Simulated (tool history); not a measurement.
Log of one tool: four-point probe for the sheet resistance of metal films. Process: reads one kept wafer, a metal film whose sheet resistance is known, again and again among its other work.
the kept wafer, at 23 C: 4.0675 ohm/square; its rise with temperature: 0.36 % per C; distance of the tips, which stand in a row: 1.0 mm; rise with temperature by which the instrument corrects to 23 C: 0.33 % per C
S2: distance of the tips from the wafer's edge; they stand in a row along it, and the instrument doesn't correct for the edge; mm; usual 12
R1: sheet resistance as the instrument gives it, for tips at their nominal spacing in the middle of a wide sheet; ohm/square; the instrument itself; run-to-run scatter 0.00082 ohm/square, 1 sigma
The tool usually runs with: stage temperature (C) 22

Run 1, hour 0: usual settings. Result: R1 4.068648 ohm/square.
Run 2, hour 13.7: usual settings. Result: R1 4.068432 ohm/square.
Run 3, hour 37.7: usual settings but S2 69 mm. Result: R1 4.054578 ohm/square.
Run 4, hour 64.8: usual settings but S2 69 mm. Result: R1 4.053927 ohm/square.
Run 5, hour 85.8: usual settings but stage temperature (C) 26. Result: R1 4.073506 ohm/square.
Run 6, hour 104.5: usual settings but S2 20 mm. Result: R1 4.059287 ohm/square.
Run 7, hour 126.1: usual settings but S2 20 mm. Result: R1 4.059867 ohm/square.
Run 8, hour 144: usual settings but S2 20 mm. Result: R1 4.058516 ohm/square.
Run 9, hour 170.4: usual settings but S2 20 mm. Result: R1 4.058159 ohm/square.
Run 10, hour 182.5: usual settings but S2 20 mm. Result: R1 4.060123 ohm/square.
Run 11, hour 200.2: usual settings. Result: R1 4.068637 ohm/square.
At hour 202.6: stage's thermometer calibrated.
Run 12, hour 222: usual settings but S2 3 mm. Result: R1 4.279749 ohm/square.
Run 13, hour 233.8: usual settings but S2 3 mm. Result: R1 4.281016 ohm/square.
Run 14, hour 260.3: usual settings but S2 3 mm. Result: R1 4.281268 ohm/square.
Run 15, hour 288.2: usual settings but S2 24 mm. Result: R1 4.057189 ohm/square.
Run 16, hour 301.6: usual settings but S2 24 mm. Result: R1 4.055057 ohm/square.
Run 17, hour 323.3: usual settings but S2 24 mm. Result: R1 4.057 ohm/square.
Run 18, hour 337.1: usual settings but S2 24 mm. Result: R1 4.056505 ohm/square.
Run 19, hour 353.9: usual settings but S2 24 mm. Result: R1 4.056418 ohm/square.
At hour 366.4: stage's thermometer calibrated, once more.
Run 20, hour 370.7: usual settings but S2 24 mm. Result: R1 4.062601 ohm/square.
Run 21, hour 393.2: usual settings but S2 24 mm. Result: R1 4.061615 ohm/square.
Run 22, hour 420.5: usual settings but S2 24 mm. Result: R1 4.063491 ohm/square.
Run 23, hour 443.4: usual settings but S2 10 mm. Result: R1 4.082072 ohm/square.
Run 24, hour 466.2: usual settings but stage temperature (C) 30, S2 8 mm. Result: R1 4.103091 ohm/square.
Run 25, hour 482.8: usual settings but stage temperature (C) 30, S2 8 mm. Result: R1 4.102011 ohm/square.
Run 26, hour 505.6: usual settings but stage temperature (C) 30, S2 8 mm. Result: R1 4.103069 ohm/square.
Run 27, hour 519.6: usual settings but stage temperature (C) 19, S2 9 mm. Result: R1 4.082568 ohm/square.
Run 28, hour 536.2: usual settings but stage temperature (C) 30, S2 3 mm. Result: R1 4.298701 ohm/square.
Run 29, hour 554.4: usual settings but stage temperature (C) 28, S2 4 mm. Result: R1 4.20096 ohm/square.
Run 30, hour 576.4: usual settings but stage temperature (C) 21, S2 48 mm. Result: R1 4.05977 ohm/square.
Run 31, hour 604.6: usual settings but S2 7 mm. Result: R1 4.104779 ohm/square.
Run 32, hour 626.1: usual settings but stage temperature (C) 19, S2 45 mm. Result: R1 4.057987 ohm/square.
Run 33, hour 650.3: usual settings but stage temperature (C) 19, S2 45 mm. Result: R1 4.057194 ohm/square.
Run 34, hour 664.2: usual settings but stage temperature (C) 35, S2 45 mm. Result: R1 4.076611 ohm/square.
Run 35, hour 689.8: usual settings but stage temperature (C) 34, S2 67 mm. Result: R1 4.075735 ohm/square.
Run 36, hour 704: usual settings but stage temperature (C) 34, S2 67 mm. Result: R1 4.077477 ohm/square.
Run 37, hour 720.8: usual settings but stage temperature (C) 29, S2 66 mm. Result: R1 4.070597 ohm/square.
Run 38, hour 737.9: usual settings but stage temperature (C) 28, S2 9 mm. Result: R1 4.095072 ohm/square.
Run 39, hour 754.6: usual settings but stage temperature (C) 24, S2 42 mm. Result: R1 4.064833 ohm/square.

The logged runs with the hidden state left out (each run's random variation unchanged):
The tool's hidden condition here consists of: inner tips' distance over the nominal, %; tips' flats over new ones', %; wafer's true temperature over the reading, C; drift of the gauge itself on sheet_ohm, %.
run        R1
  1  4.081903
  2  4.081609
  3  4.067565
  4  4.066728
  5  4.086204
  6  4.071872
  7  4.072327
  8  4.070863
  9  4.070347
 10  4.072241
 11  4.080668
 12  4.293925
 13  4.295111
 14  4.295184
 15  4.070266
 16  4.068038
 17  4.069831
 18  4.069244
 19  4.069052
 20  4.070204
 21  4.069085
 22  4.070778
 23  4.089256
 24  4.110184
 25  4.109013
 26  4.109929
 27  4.089297
 28  4.305654
 29  4.207657
 30  4.066126
 31  4.111041
 32   4.06406
 33  4.063126
 34  4.082484
 35  4.081463
 36  4.083125
 37  4.076117
 38  4.100518
 39  4.070138
